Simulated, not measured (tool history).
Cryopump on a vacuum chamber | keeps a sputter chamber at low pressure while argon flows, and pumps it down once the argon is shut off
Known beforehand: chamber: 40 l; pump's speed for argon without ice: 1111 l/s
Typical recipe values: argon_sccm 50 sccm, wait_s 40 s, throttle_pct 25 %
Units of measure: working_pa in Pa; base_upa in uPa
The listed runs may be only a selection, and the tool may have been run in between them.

{"run": 1, "day": 0.0, "argon_sccm": 50, "wait_s": 40, "throttle_pct": 25, "working_pa": 0.3249, "base_upa": 1.78}
{"run": 2, "day": 3.183, "argon_sccm": 50, "wait_s": 40, "throttle_pct": 25, "working_pa": 0.3298, "base_upa": 1.82}
{"run": 3, "day": 5.433, "argon_sccm": 74, "wait_s": 40, "throttle_pct": 25, "working_pa": 0.4543, "base_upa": 1.6}
{"run": 4, "day": 7.617, "argon_sccm": 74, "wait_s": 40, "throttle_pct": 25, "working_pa": 0.4534, "base_upa": 1.61}
{"run": 5, "day": 9.367, "argon_sccm": 81, "wait_s": 40, "throttle_pct": 25, "working_pa": 0.5029, "base_upa": 1.64}
{"run": 6, "day": 12.608, "argon_sccm": 50, "wait_s": 40, "throttle_pct": 25, "working_pa": 0.3112, "base_upa": 1.72}
{"run": 7, "day": 15.308, "argon_sccm": 50, "wait_s": 40, "throttle_pct": 25, "working_pa": 0.3173, "base_upa": 1.69}
{"run": 8, "day": 17.062, "argon_sccm": 75, "wait_s": 88, "throttle_pct": 55, "working_pa": 0.2291, "base_upa": 1.19}
{"run": 9, "day": 19.412, "argon_sccm": 22, "wait_s": 285, "throttle_pct": 24, "working_pa": 0.1457, "base_upa": 0.94}
{"run": 10, "day": 22.333, "argon_sccm": 46, "wait_s": 285, "throttle_pct": 45, "working_pa": 0.1729, "base_upa": 1.03}
{"run": 11, "day": 25.092, "argon_sccm": 50, "wait_s": 113, "throttle_pct": 18, "working_pa": 0.4458, "base_upa": 1.31}
{"run": 12, "day": 28.138, "argon_sccm": 50, "wait_s": 113, "throttle_pct": 18, "working_pa": 0.4497, "base_upa": 1.31}
{"run": 13, "day": 31.312, "argon_sccm": 50, "wait_s": 113, "throttle_pct": 18, "working_pa": 0.4215, "base_upa": 0.62}

Not shown here: 3 entries made in the log between runs. Locate each between two listed runs and compare the hidden state at the listed run before it with the hidden state at the listed run after it:
Logged between run 2 and run 3: pump warmed up, emptied and cooled again (day 4.483)
  pump's speed, % of a pump's without ice: 76 -> 97.8; cold plate's temperature, K: 12.69 -> 12.7; leak into the chamber, uPa l/s: 691 -> 700
  measured less the result without the state, working_pa: +0.0255 -> +0.0042 Pa; base_upa: +0.57 -> +0.38 uPa
Logged between run 12 and run 13: leaking fittings of the chamber tightened, without venting (day 28.55); pump warmed up, emptied and cooled again (day 29.7)
  pump's speed, % of a pump's without ice: 75 -> 98.4; cold plate's temperature, K: 12.81 -> 12.82; leak into the chamber, uPa l/s: 809 -> 317
  measured less the result without the state, working_pa: +0.0271 -> +0.0025 Pa; base_upa: +0.71 -> +0.03 uPa
